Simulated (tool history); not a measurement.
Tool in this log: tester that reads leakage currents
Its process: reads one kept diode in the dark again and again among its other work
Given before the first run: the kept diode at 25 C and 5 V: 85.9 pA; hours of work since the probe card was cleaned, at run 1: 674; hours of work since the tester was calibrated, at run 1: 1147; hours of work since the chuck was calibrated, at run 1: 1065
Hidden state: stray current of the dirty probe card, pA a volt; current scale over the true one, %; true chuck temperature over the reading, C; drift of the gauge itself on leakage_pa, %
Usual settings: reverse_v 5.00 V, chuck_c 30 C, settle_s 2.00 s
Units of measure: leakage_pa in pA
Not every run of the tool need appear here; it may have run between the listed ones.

run,hour,reverse_v,chuck_c,settle_s,hours of work since the probe card was cleaned,hours of work since the tester was calibrated,hours of work since the chuck was calibrated,leakage_pa
1,0.0,5.00,30,2.00,674,1147,1065,153.07
2,37.1,5.00,30,0.48,699,1172,1090,154.98
3,64.5,5.00,30,0.48,718,1190,1108,155.05
4,88.9,6.37,30,2.00,734,1206,1125,178.48
5,122.5,6.37,30,2.00,757,1229,1147,178.98
6,164.9,15.30,48,0.49,785,1257,1176,1308.18
7,199.2,15.67,31,0.46,808,1280,1199,337.66
8,223.0,15.67,31,0.46,824,1296,1215,338.85
9,251.2,15.67,31,0.46,843,1315,1234,339.88
10,280.3,4.88,31,0.46,863,1335,1253,168.11

Alternative continuations, all from the tool just after run 10; predict every row:
A,313.8,2.76,48,3.41,885,1357,1276,?
B,313.8,14.92,31,0.46,885,1357,1276,?
C,313.8,4.88,31,0.46,885,1357,1276,?
D,313.8,19.93,49,0.43,885,1357,1276,?

run,leakage_pa
A,494.15
B,332.14
C,168.61
D,1662.28
With the hidden condition removed and each run's random variation left untouched, the same runs would have given:
run,leakage_pa
A,453.14
B,281.72
C,147.17
D,1509.13
